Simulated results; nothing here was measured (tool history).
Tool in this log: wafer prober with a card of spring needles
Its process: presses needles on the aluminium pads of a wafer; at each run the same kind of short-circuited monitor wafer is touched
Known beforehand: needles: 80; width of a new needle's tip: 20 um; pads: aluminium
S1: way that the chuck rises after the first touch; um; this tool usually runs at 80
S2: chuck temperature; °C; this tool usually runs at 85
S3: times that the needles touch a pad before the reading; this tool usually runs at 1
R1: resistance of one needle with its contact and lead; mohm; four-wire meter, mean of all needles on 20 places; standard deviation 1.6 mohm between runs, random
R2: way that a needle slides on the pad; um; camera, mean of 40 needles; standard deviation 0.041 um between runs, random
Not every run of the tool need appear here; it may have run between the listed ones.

run	day	S1	S2	S3	R1	R2
1	0.000	80	85	1	162	9.79
# day 0.146: tips cleaned on abrasive film
# day 0.438: tips cleaned on abrasive film
# day 0.725: tips cleaned on abrasive film
# day 1.012: tips cleaned on abrasive film
# day 1.304: tips cleaned on abrasive film
2	1.562	63	85	1	169	7.75
# day 1.638: tips cleaned on abrasive film
# day 1.925: tips cleaned on abrasive film
# day 2.217: tips cleaned on abrasive film
# day 2.504: tips cleaned on abrasive film
# day 2.867: tips cleaned on abrasive film
# day 3.154: tips cleaned on abrasive film
# day 3.442: tips cleaned on abrasive film
# day 3.750: tips cleaned on abrasive film
3	3.750	63	85	1	166	7.79
# day 4.108: tips cleaned on abrasive film
# day 4.400: tips cleaned on abrasive film
# day 4.688: tips cleaned on abrasive film
# day 4.975: tips cleaned on abrasive film
# day 5.267: tips cleaned on abrasive film
# day 5.554: tips cleaned on abrasive film
# day 5.846: tips cleaned on abrasive film
4	5.854	63	85	1	165	7.73
# day 6.142: tips cleaned on abrasive film
# day 6.433: tips cleaned on abrasive film
# day 6.721: tips cleaned on abrasive film
# day 7.083: tips cleaned on abrasive film
# day 7.371: tips cleaned on abrasive film
# day 7.729: tips cleaned on abrasive film
# day 8.083: tips cleaned on abrasive film
5	8.083	63	85	1	169	7.78
# day 8.375: tips cleaned on abrasive film
# day 8.662: tips cleaned on abrasive film
# day 8.954: tips cleaned on abrasive film
# day 9.242: tips cleaned on abrasive film
# day 9.604: tips cleaned on abrasive film
6	9.875	63	56	1	162	7.80
# day 9.950: tips cleaned on abrasive film
# day 10.238: tips cleaned on abrasive film
# day 10.529: tips cleaned on abrasive film
# day 10.888: tips cleaned on abrasive film
# day 11.250: tips cleaned on abrasive film
7	11.421	80	85	2	163	9.97
# day 11.567: tips cleaned on abrasive film
# day 12.067: card fitted with new needles
# day 12.358: tips cleaned on abrasive film
# day 12.646: tips cleaned on abrasive film
8	12.900	80	85	2	166	9.91
# day 12.975: tips cleaned on abrasive film
# day 13.262: tips cleaned on abrasive film
# day 13.550: tips cleaned on abrasive film
# day 13.842: tips cleaned on abrasive film
# day 14.200: tips cleaned on abrasive film
# day 14.492: tips cleaned on abrasive film
# day 14.850: tips cleaned on abrasive film
9	14.925	80	85	1	166	9.85
# day 15.146: tips cleaned on abrasive film
# day 15.433: tips cleaned on abrasive film
# day 15.721: tips cleaned on abrasive film
# day 16.012: tips cleaned on abrasive film
10	16.067	80	85	1	162	9.90
# day 16.358: tips cleaned on abrasive film
# day 16.646: tips cleaned on abrasive film
# day 16.938: tips cleaned on abrasive film
# day 17.225: tips cleaned on abrasive film
11	17.500	80	85	1	166	10.06
# day 17.575: tips cleaned on abrasive film
# day 17.862: tips cleaned on abrasive film
# day 18.225: tips cleaned on abrasive film
# day 18.512: tips cleaned on abrasive film
# day 18.875: tips cleaned on abrasive film
12	19.008	80	85	1	163	10.02
# day 19.225: tips cleaned on abrasive film
# day 19.517: tips cleaned on abrasive film
# day 19.875: tips cleaned on abrasive film
# day 20.167: tips cleaned on abrasive film
# day 20.454: tips cleaned on abrasive film
# day 20.746: tips cleaned on abrasive film
13	20.917	91	51	2	155	11.33
# day 21.062: tips cleaned on abrasive film
# day 21.354: tips cleaned on abrasive film
# day 21.642: tips cleaned on abrasive film
# day 22.004: tips cleaned on abrasive film
14	22.162	91	51	2	156	11.31
# day 22.308: tips cleaned on abrasive film
# day 22.600: tips cleaned on abrasive film
# day 22.958: tips cleaned on abrasive film
# day 23.321: tips cleaned on abrasive film
# day 23.608: tips cleaned on abrasive film
# day 23.971: tips cleaned on abrasive film
# day 24.329: tips cleaned on abrasive film
15	24.417	66	35	2	155	8.27
# day 24.633: tips cleaned on abrasive film
# day 24.925: tips cleaned on abrasive film
# day 25.283: tips cleaned on abrasive film
# day 25.575: tips cleaned on abrasive film
# day 25.862: tips cleaned on abrasive film
16	25.867	66	35	2	158	8.33
# day 26.025: height of the first contact set anew
# day 26.171: tips cleaned on abrasive film
# day 26.458: tips cleaned on abrasive film
# day 26.750: tips cleaned on abrasive film
17	26.808	80	86	3	162	10.03
# day 27.100: tips cleaned on abrasive film
# day 27.458: tips cleaned on abrasive film
# day 27.821: tips cleaned on abrasive film
# day 28.108: tips cleaned on abrasive film
# day 28.471: tips cleaned on abrasive film
# day 28.829: tips cleaned on abrasive film
18	28.829	97	56	2	158	12.22
# day 29.192: tips cleaned on abrasive film
# day 29.333: gauge calibrated
# day 29.550: tips cleaned on abrasive film
# day 29.912: tips cleaned on abrasive film
# day 30.271: tips cleaned on abrasive film
19	30.533	84	31	2	152	10.38
# day 30.608: tips cleaned on abrasive film
# day 30.896: tips cleaned on abrasive film
# day 31.188: tips cleaned on abrasive film
# day 31.475: tips cleaned on abrasive film
20	31.696	84	31	2	152	10.42
# day 31.771: tips cleaned on abrasive film
# day 32.058: tips cleaned on abrasive film
# day 32.346: tips cleaned on abrasive film
# day 32.708: tips cleaned on abrasive film
# day 32.996: tips cleaned on abrasive film
# day 33.288: tips cleaned on abrasive film
# day 33.575: tips cleaned on abrasive film
# day 33.867: tips cleaned on abrasive film
21	33.946	86	85	1	164	10.65
# day 34.162: tips cleaned on abrasive film
# day 34.454: tips cleaned on abrasive film
# day 34.742: tips cleaned on abrasive film
# day 35.104: tips cleaned on abrasive film
# day 35.392: tips cleaned on abrasive film
# day 35.733: tips cleaned on abrasive film
22	35.733	86	85	1	162	10.64
# day 36.096: tips cleaned on abrasive film
# day 36.383: tips cleaned on abrasive film
# day 36.675: tips cleaned on abrasive film
# day 37.033: tips cleaned on abrasive film
# day 37.325: tips cleaned on abrasive film
# day 37.612: tips cleaned on abrasive film
23	37.746	70	85	1	166	8.67
# day 37.962: tips cleaned on abrasive film
# day 38.254: tips cleaned on abrasive film
# day 38.542: tips cleaned on abrasive film
# day 38.904: tips cleaned on abrasive film
# day 39.192: tips cleaned on abrasive film
# day 39.479: tips cleaned on abrasive film
24	39.708	82	85	1	162	10.16

Some steps in R2 between neighbouring runs. How much of each would the tool show without its hidden state too (settings, what came in, random variation), and how much is left for the hidden state, with any gauge scatter that isn't in both results?
Hidden conditions of the tool in this case: debris on the tips, nm; way that the needles fall short of the set height, um; tips' diameter, um; drift of the gauge itself on contact_mohm, %; drift of the gauge itself on scrub_um, %.
Run 14 -> 15: S1 91 -> 66, S2 51 -> 35, tips cleaned on abrasive film, tips cleaned on abrasive film, tips cleaned on abrasive film, tips cleaned on abrasive film, tips cleaned on abrasive film, tips cleaned on abrasive film, tips cleaned on abrasive film. R2 -3.04 um: hidden state -0.04, all else -3.00.
Run 16 -> 17: S1 66 -> 80, S2 35 -> 86, S3 2 -> 3, height of the first contact set anew, tips cleaned on abrasive film, tips cleaned on abrasive film, tips cleaned on abrasive film. R2 +1.70 um: hidden state +0.05, all else +1.65.
Run 17 -> 18: S1 80 -> 97, S2 86 -> 56, S3 3 -> 2, tips cleaned on abrasive film, tips cleaned on abrasive film, tips cleaned on abrasive film, tips cleaned on abrasive film, tips cleaned on abrasive film, tips cleaned on abrasive film. R2 +2.19 um: hidden state +0.05, all else +2.14.
Run 18 -> 19: S1 97 -> 84, S2 56 -> 31, tips cleaned on abrasive film, gauge calibrated, tips cleaned on abrasive film, tips cleaned on abrasive film, tips cleaned on abrasive film. R2 -1.84 um: hidden state -0.26, all else -1.58.

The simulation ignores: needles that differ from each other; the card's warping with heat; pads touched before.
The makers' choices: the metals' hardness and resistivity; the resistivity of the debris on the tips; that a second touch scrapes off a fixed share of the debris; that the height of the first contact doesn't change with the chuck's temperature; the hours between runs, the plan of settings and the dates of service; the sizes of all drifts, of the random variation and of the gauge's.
